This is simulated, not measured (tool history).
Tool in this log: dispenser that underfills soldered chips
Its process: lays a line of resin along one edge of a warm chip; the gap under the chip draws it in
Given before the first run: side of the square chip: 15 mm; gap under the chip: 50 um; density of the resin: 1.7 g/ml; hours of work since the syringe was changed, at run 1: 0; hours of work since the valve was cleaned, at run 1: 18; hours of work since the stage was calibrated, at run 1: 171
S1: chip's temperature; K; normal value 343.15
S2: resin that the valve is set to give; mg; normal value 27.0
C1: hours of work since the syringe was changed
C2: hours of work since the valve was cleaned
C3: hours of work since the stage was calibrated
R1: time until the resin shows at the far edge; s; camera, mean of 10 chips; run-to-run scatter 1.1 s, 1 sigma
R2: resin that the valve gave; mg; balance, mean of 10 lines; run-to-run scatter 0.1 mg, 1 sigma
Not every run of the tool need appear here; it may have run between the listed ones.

Run 1, hour 0.0: usual settings; C1 0; C2 18; C3 171. Result: R1 111.9 s, R2 26.58 mg.
Run 2, hour 8.2: usual settings; C1 5; C2 23; C3 176. Result: R1 144.2 s, R2 26.52 mg.
At hour 10.4: new syringe of resin.
Run 3, hour 18.8: usual settings; C1 5; C2 29; C3 182. Result: R1 139.9 s, R2 26.43 mg.
At hour 21.0: new syringe of resin.
Run 4, hour 28.9: usual settings; C1 5; C2 35; C3 188. Result: R1 140.5 s, R2 26.51 mg.
At hour 31.7: new syringe of resin.
Run 5, hour 34.9: usual settings; C1 2; C2 38; C3 192. Result: R1 119.6 s, R2 26.27 mg.
At hour 42.8: new syringe of resin.
At hour 45.1: dispensing valve cleaned and set on the balance.
Run 6, hour 45.1: usual settings but S1 335.15 K; C1 1; C2 0; C3 197. Result: R1 163.0 s, R2 26.90 mg.
Run 7, hour 53.7: usual settings but S1 335.15 K; C1 6; C2 5; C3 202. Result: R1 216.1 s, R2 26.83 mg.
At hour 54.5: new syringe of resin.
Run 8, hour 64.5: usual settings but S1 335.15 K; C1 6; C2 12; C3 209. Result: R1 212.1 s, R2 26.94 mg.
At hour 65.5: new syringe of resin.
Run 9, hour 73.1: usual settings but S1 335.15 K; C1 5; C2 17; C3 214. Result: R1 202.2 s, R2 26.62 mg.
At hour 76.5: new syringe of resin.
Run 10, hour 81.2: usual settings but S1 335.15 K; C1 3; C2 21; C3 218. Result: R1 185.5 s, R2 26.58 mg.
Run 11, hour 85.6: usual settings but S1 335.15 K; C1 6; C2 24; C3 221. Result: R1 212.4 s, R2 26.75 mg.
At hour 87.4: new syringe of resin.
Run 12, hour 93.9: usual settings but S1 335.15 K; C1 4; C2 29; C3 226. Result: R1 194.2 s, R2 26.59 mg.
At hour 98.5: new syringe of resin.
Run 13, hour 100.3: usual settings but S1 335.15 K; C1 1; C2 32; C3 229. Result: R1 165.0 s, R2 26.33 mg.
Run 14, hour 107.6: usual settings but S1 335.15 K; C1 6; C2 37; C3 234. Result: R1 207.8 s, R2 26.52 mg.
At hour 109.5: new syringe of resin.
Run 15, hour 114.8: usual settings but S1 335.15 K; C1 3; C2 41; C3 238. Result: R1 185.3 s, R2 26.48 mg.
At hour 119.6: dispensing valve cleaned and set on the balance.
At hour 121.2: new syringe of resin.
Run 16, hour 126.3: usual settings; C1 3; C2 4; C3 244. Result: R1 129.9 s, R2 26.79 mg.
Run 17, hour 130.8: usual settings; C1 6; C2 7; C3 247. Result: R1 150.5 s, R2 26.76 mg.
At hour 132.5: new syringe of resin.
Run 18, hour 137.0: usual settings but S1 332.15 K, S2 25.6 mg; C1 3; C2 10; C3 251. Result: R1 210.3 s, R2 25.40 mg.
At hour 143.3: new syringe of resin.
Run 19, hour 147.3: usual settings but S1 336.15 K, S2 24.3 mg; C1 2; C2 16; C3 257. Result: R1 178.5 s, R2 24.01 mg.
Run 20, hour 153.3: usual settings but S1 352.15 K, S2 24.9 mg; C1 6; C2 20; C3 260. Result: R1 105.7 s, R2 24.47 mg.
At hour 154.1: new syringe of resin.
Run 21, hour 160.4: usual settings but S1 336.15 K, S2 32.6 mg; C1 4; C2 24; C3 264. Result: R1 179.7 s, R2 31.87 mg.
At hour 165.0: new syringe of resin.
Run 22, hour 165.0: usual settings but S1 336.15 K, S2 32.6 mg; C1 0; C2 27; C3 267. Result: R1 143.9 s, R2 32.03 mg.
Run 23, hour 170.1: usual settings but S1 337.15 K, S2 30.6 mg; C1 3; C2 30; C3 270. Result: R1 164.5 s, R2 29.92 mg.
At hour 176.5: new syringe of resin.
Run 24, hour 179.9: usual settings but S1 337.15 K, S2 30.6 mg; C1 2; C2 35; C3 276. Result: R1 157.0 s, R2 30.03 mg.
At hour 187.3: new syringe of resin.
Run 25, hour 187.7: usual settings but S1 337.15 K, S2 30.6 mg; C1 0; C2 40; C3 280. Result: R1 145.4 s, R2 29.80 mg.
At hour 195.1: dispensing valve cleaned and set on the balance.
Run 26, hour 197.7: usual settings but S1 335.15 K; C1 6; C2 2; C3 286. Result: R1 207.3 s, R2 26.78 mg.
At hour 199.1: new syringe of resin.
Run 27, hour 202.9: usual settings but S1 336.15 K, S2 35.1 mg; C1 2; C2 5; C3 289. Result: R1 164.0 s, R2 35.03 mg.
Run 28, hour 208.1: usual settings but S1 334.15 K, S2 24.1 mg; C1 5; C2 8; C3 292. Result: R1 230.7 s, R2 24.03 mg.
At hour 209.9: new syringe of resin.
Run 29, hour 214.2: usual settings but S1 338.15 K, S2 31.6 mg; C1 3; C2 11; C3 295. Result: R1 154.1 s, R2 31.47 mg.
At hour 221.1: new syringe of resin.
Run 30, hour 222.8: usual settings but S1 345.15 K, S2 30.4 mg; C1 1; C2 16; C3 300. Result: R1 103.2 s, R2 30.13 mg.
Run 31, hour 229.4: usual settings but S1 345.15 K, S2 24.1 mg; C1 5; C2 20; C3 304. Result: R1 136.4 s, R2 23.83 mg.
At hour 232.2: new syringe of resin.
Run 32, hour 237.3: usual settings but S1 345.15 K, S2 30.0 mg; C1 3; C2 25; C3 309. Result: R1 115.6 s, R2 29.58 mg.
At hour 243.0: new syringe of resin.
Run 33, hour 244.8: usual settings but S1 345.15 K, S2 30.0 mg; C1 1; C2 29; C3 313. Result: R1 104.8 s, R2 29.51 mg.
Run 34, hour 250.4: usual settings but S1 345.15 K, S2 32.7 mg; C1 4; C2 33; C3 317. Result: R1 123.9 s, R2 32.03 mg.

Subtracting, for every run, the result it would have given without the tool's unlogged condition from the measured result gives the following. The same run-to-run variation enters both numbers; the gauge's scatter may not:
What the log doesn't record here: resin's viscosity, % of fresh resin's; dose that the valve gives, % of what is set; true chip temperature over the reading, C; drift of the gauge itself on fill_s, %; drift of the gauge itself on given_mg, %.
run     R1     R2
  1   +5.9  -0.23
  2  +38.1  -0.31
  3  +33.1  -0.41
  4  +34.1  -0.51
  5  +13.5  -0.56
  6  +11.3  -0.02
  7  +61.5  -0.10
  8  +59.3  -0.20
  9  +49.8  -0.29
 10  +31.9  -0.35
 11  +58.9  -0.41
 12  +41.9  -0.48
 13  +12.8  -0.54
 14  +54.7  -0.62
 15  +33.6  -0.69
 16  +22.3  -0.16
 17  +42.0  -0.21
 18  +30.6  -0.25
 19  +26.6  -0.33
 20  +30.7  -0.38
 21  +35.5  -0.58
 22   +3.8  -0.65
 23  +27.2  -0.66
 24  +19.2  -0.77
 25   +5.6  -0.86
 26  +55.8  -0.01
 27  +23.5  -0.07
 28  +62.4  -0.09
 29  +24.6  -0.19
 30   +8.8  -0.27
 31  +34.9  -0.28
 32  +20.4  -0.42
 33   +8.6  -0.50
 34  +28.0  -0.62

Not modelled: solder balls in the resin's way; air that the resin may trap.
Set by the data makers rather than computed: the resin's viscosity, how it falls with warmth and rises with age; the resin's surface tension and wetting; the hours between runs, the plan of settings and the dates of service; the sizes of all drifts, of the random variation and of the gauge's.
